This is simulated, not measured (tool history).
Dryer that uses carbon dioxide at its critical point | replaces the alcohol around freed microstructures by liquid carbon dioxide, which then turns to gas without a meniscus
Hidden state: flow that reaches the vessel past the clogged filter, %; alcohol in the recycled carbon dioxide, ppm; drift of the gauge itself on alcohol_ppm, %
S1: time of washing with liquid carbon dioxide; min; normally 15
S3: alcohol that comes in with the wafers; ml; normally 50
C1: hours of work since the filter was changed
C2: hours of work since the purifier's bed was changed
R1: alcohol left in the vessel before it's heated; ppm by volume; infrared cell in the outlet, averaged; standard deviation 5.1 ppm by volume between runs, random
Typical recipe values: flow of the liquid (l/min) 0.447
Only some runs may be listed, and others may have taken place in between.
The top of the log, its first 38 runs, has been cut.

run 39 day=44.388 | S1=11 flow_of_the_liquid_(l/min)=0.282 S3=42 | C1=168 C2=69 | R1=2698
run 40 day=45.979 | S1=10 flow_of_the_liquid_(l/min)=0.461 S3=92 | C1=190 C2=91 | R1=1400
run 41 day=46.904 | S1=9 flow_of_the_liquid_(l/min)=0.436 S3=92 | C1=202 C2=104 | R1=2644
run 42 day=48.512 | S1=9 flow_of_the_liquid_(l/min)=0.436 S3=92 | C1=225 C2=126 | R1=2837
run 43 day=50.225 | S1=9 flow_of_the_liquid_(l/min)=0.436 S3=92 | C1=248 C2=150 | R1=2988
run 44 day=51.921 | S1=9 flow_of_the_liquid_(l/min)=0.383 S3=92 | C1=272 C2=173 | R1=4618
run 45 day=53.075 | S1=10 flow_of_the_liquid_(l/min)=0.456 S3=42 | C1=288 C2=189 | R1=852
run 46 day=53.983 | S1=10 flow_of_the_liquid_(l/min)=0.456 S3=42 | C1=300 C2=202 | R1=854

4 ways to go on from here, each from the tool as it stands after run 46. What would each give?
run A day=55.579 | S1=10 flow_of_the_liquid_(l/min)=0.456 S3=37 | C1=322 C2=224 | R1=?
run B day=55.579 | S1=14 flow_of_the_liquid_(l/min)=0.518 S3=47 | C1=322 C2=224 | R1=?
run C day=55.579 | S1=10 flow_of_the_liquid_(l/min)=0.650 S3=42 | C1=322 C2=224 | R1=?
run D day=55.579 | S1=10 flow_of_the_liquid_(l/min)=0.307 S3=42 | C1=322 C2=224 | R1=?

run=A R1=827
run=B R1=137
run=C R1=199
run=D R1=3225
What these runs would have given with no unlogged condition in the tool:
run=A R1=425
run=B R1=38
run=C R1=68
run=D R1=2115
